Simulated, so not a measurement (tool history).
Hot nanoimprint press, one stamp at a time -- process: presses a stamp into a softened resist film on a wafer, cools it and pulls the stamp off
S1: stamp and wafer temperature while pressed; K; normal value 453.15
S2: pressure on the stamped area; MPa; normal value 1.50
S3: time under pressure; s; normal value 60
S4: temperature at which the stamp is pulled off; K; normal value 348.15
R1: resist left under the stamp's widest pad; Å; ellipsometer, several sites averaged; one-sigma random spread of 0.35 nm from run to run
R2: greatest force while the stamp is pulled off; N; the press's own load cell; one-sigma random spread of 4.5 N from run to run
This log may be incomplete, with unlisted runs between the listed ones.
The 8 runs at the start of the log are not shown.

{"hour": 232.0, "done": "plate thermocouple calibrated"}
{"run": 9, "hour": 233.7, "S1": 453.15, "S2": 1.32, "S3": 99, "S4": 348.15, "R1": 1075, "R2": 287}
{"run": 10, "hour": 252.0, "S1": 453.15, "S2": 1.5, "S3": 42, "S4": 348.15, "R1": 1334, "R2": 281}
{"run": 11, "hour": 268.0, "S1": 453.15, "S2": 1.5, "S3": 42, "S4": 348.15, "R1": 1334, "R2": 269}
{"run": 12, "hour": 283.4, "S1": 453.15, "S2": 1.5, "S3": 60, "S4": 348.15, "R1": 1207, "R2": 283}
{"run": 13, "hour": 318.1, "S1": 453.15, "S2": 1.5, "S3": 60, "S4": 348.15, "R1": 1205, "R2": 279}
{"run": 14, "hour": 338.2, "S1": 453.15, "S2": 1.5, "S3": 60, "S4": 348.15, "R1": 1211, "R2": 289}
{"run": 15, "hour": 365.6, "S1": 453.15, "S2": 1.5, "S3": 60, "S4": 348.15, "R1": 1208, "R2": 292}
{"run": 16, "hour": 390.7, "S1": 458.15, "S2": 0.93, "S3": 31, "S4": 348.15, "R1": 1481, "R2": 291}
{"run": 17, "hour": 419.1, "S1": 448.15, "S2": 2.28, "S3": 108, "S4": 355.15, "R1": 1000, "R2": 260}
{"run": 18, "hour": 448.1, "S1": 442.15, "S2": 1.0, "S3": 33, "S4": 344.15, "R1": 1816, "R2": 315}

What does the tool deliver on the next run?
{"run": 19, "hour": 469.2, "S1": 453.15, "S2": 1.5, "S3": 33, "S4": 335.15, "R1": "?", "R2": "?"}

Run 19 gave R1 1435 Å, R2 371 N.
With no hidden state in the tool, this same run would have given R1 1417 Å, R2 271 N.

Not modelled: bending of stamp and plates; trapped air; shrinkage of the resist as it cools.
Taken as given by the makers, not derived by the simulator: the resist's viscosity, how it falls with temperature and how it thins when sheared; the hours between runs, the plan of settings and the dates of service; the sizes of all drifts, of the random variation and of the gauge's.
